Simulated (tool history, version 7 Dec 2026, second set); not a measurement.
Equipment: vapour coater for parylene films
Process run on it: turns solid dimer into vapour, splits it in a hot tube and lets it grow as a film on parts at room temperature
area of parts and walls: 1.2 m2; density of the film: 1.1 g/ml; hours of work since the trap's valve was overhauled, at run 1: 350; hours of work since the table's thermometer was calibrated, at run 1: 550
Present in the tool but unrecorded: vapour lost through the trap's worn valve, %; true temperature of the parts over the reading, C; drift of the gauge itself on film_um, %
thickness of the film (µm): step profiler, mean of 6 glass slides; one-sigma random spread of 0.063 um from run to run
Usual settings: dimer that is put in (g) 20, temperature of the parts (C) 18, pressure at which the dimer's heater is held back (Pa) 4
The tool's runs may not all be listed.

run	day	dimer that is put in (g)	temperature of the parts (C)	pressure at which the dimer's heater is held back (Pa)	hours of work since the trap's valve was overhauled	hours of work since the table's thermometer was calibrated	thickness of the film (µm)
1	0	20	18	4	350	550	6.85
2	1.325	20	18	4	368	569	6.7
3	2.633	20	18	4	386	587	6.58
4	3.988	20	18	4	404	605	6.73
5	5.217	20	18	4	421	622	6.61
6	6.371	20	18	4	437	638	6.66
7	8.467	20	18	4.32	465	666	6.54
8	10.162	20	18	4	489	690	6.65
9	11.838	20	18	4	512	712	6.53
10	13.167	20	18	4	530	731	6.5
11	14.625	20	18	4	550	751	6.47
12	15.958	20	18	4	568	769	6.44
13	17.688	20	18	5.83	592	793	6.05
14	19.596	20	18	5.83	618	819	6.07
15	20.792	20	18	5.83	634	835	6.01
# day 21.271: trap's valve overhauled
16	22.404	20	18	2.06	16	855	8.02
17	23.975	20	18	2.06	37	876	7.93
18	25.433	20	18	4	57	896	7.26
19	26.654	20	18	4	74	913	7.31
20	27.742	20	18	4	89	928	7.14
21	28.662	20	18	4	101	940	7.07
22	29.879	20	18	3.52	118	957	7.21
23	31.912	20	17	3.52	146	985	7.45
24	33.35	20	17	2.3	165	1005	7.84
25	35.096	20	17	2.3	189	1028	7.69
26	37.008	11	10	6.57	215	1055	4.72
27	38.033	20	18	3.69	229	1069	7
28	39.692	20	18	3.69	252	1091	7.1
29	41.054	16	18	6.05	271	1110	5.18
30	42.533	29	17	6.3	291	1130	9.49
31	43.812	15	17	6.91	309	1148	4.85
32	45.696	15	17	6.91	334	1174	4.88
33	46.608	33	20	4	347	1186	10.46
34	47.458	33	20	4	358	1198	10.42
35	48.308	28	13	2.14	370	1209	12.4
36	50.221	28	13	2.14	396	1236	12
37	51.396	27	18	3.36	412	1252	9.11
38	53.408	14	18	4	440	1279	4.63
39	54.479	9	18	4.94	455	1294	2.84
40	55.654	20	13	4	471	1310	7.84
41	56.996	20	28	4	489	1328	4.67
42	57.85	20	28	2.56	501	1340	4.99
43	59.208	32	13	3.56	519	1359	12.22
44	61.058	32	13	3.56	545	1384	12.43
45	61.921	32	13	3.56	556	1396	12.46
46	63.375	19	18	10.28	576	1416	5.3
47	65.012	20	20	4	599	1438	5.94
48	67.008	9	16	3.57	626	1465	3.07

Here are 3 independent what-if runs from the current tool condition. What would each one return?
# day 68.175: trap's valve overhauled
A	69.083	20	24	4.78	12	1491	?
# day 68.175: trap's valve overhauled
B	69.083	20	12	3.57	12	1491	?
# day 68.175: trap's valve overhauled
C	69.083	18	14	5.31	12	1491	?

run	thickness of the film (µm)
A	5.79
B	9.05
C	7.1
With no hidden state in the tool, these same runs would have given:
run	thickness of the film (µm)
A	5.95
B	9.3
C	7.3

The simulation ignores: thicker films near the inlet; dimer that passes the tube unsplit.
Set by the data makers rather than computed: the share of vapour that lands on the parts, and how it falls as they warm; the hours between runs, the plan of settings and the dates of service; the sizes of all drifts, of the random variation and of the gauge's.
